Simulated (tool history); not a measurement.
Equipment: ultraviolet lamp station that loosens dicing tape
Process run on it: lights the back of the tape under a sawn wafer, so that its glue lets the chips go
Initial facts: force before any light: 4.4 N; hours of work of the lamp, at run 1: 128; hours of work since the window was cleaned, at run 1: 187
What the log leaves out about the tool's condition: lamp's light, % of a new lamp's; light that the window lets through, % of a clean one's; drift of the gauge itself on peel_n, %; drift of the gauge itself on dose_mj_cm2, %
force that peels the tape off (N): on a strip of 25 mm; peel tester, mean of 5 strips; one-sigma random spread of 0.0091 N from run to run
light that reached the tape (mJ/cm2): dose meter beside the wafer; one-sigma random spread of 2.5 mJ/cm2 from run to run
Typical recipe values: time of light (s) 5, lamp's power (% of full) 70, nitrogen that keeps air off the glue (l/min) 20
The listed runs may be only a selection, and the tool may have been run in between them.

| run | hour | time of light (s) | lamp's power (% of full) | nitrogen that keeps air off the glue (l/min) | hours of work of the lamp | hours of work since the window was cleaned | force that peels the tape off (N) | light that reached the tape (mJ/cm2) |
|---|---|---|---|---|---|---|---|---|
| 1 | 0.0 | 5 | 70 | 20 | 128 | 187 | 0.434 | 281 |
| 2 | 39.4 | 5 | 70 | 20 | 147 | 207 | 0.438 | 277 |
| 3 | 63.8 | 5 | 70 | 20 | 159 | 219 | 0.454 | 278 |
| 4 | 94.4 | 5 | 70 | 20 | 174 | 234 | 0.456 | 279 |
| 5 | 134.3 | 5 | 70 | 20 | 194 | 253 | 0.449 | 273 |
| 6 | 171.4 | 5 | 70 | 20 | 212 | 272 | 0.438 | 266 |
| 7 | 207.7 | 5 | 70 | 13 | 230 | 289 | 0.590 | 272 |
| 8 | 227.8 | 5 | 70 | 13 | 240 | 299 | 0.611 | 267 |
| 9 | 251.8 | 5 | 70 | 13 | 252 | 311 | 0.609 | 267 |
| 10 | 276.7 | 5 | 71 | 13 | 264 | 323 | 0.596 | 272 |
| 11 | 302.2 | 5 | 75 | 13 | 276 | 336 | 0.537 | 284 |
| 12 | 324.2 | 5 | 80 | 13 | 287 | 347 | 0.494 | 297 |
| 13 | 367.4 | 5 | 80 | 13 | 309 | 368 | 0.501 | 300 |
| 14 | 405.5 | 5 | 80 | 13 | 327 | 387 | 0.513 | 297 |
| 15 | 431.0 | 5 | 80 | 13 | 340 | 399 | 0.501 | 294 |
| 16 | 451.4 | 5 | 99 | 20 | 350 | 409 | 0.282 | 359 |
| 17 | 481.3 | 5 | 99 | 20 | 365 | 424 | 0.282 | 358 |
| 18 | 512.2 | 4 | 99 | 11 | 380 | 439 | 0.589 | 286 |
|  | 515.9 | window cleaned of glue's vapour |
| 19 | 547.1 | 5 | 70 | 21 | 397 | 15 | 0.533 | 242 |
| 20 | 578.6 | 2 | 70 | 7 | 412 | 31 | 2.396 | 98 |
| 21 | 618.6 | 2 | 70 | 7 | 432 | 51 | 2.393 | 93 |
|  | 663.0 | window cleaned of glue's vapour, once more |
| 22 | 663.0 | 5 | 79 | 20 | 454 | 0 | 0.360 | 307 |

Run 23 is up next; what results do you expect?
| 23 | 703.4 | 5 | 79 | 20 | 473 | 20 | ? | ? |

force that peels the tape off (N): 0.373
light that reached the tape (mJ/cm2): 304
Without the tool's hidden state the same run would have given force that peels the tape off (N) 0.309, light that reached the tape (mJ/cm2) 339.
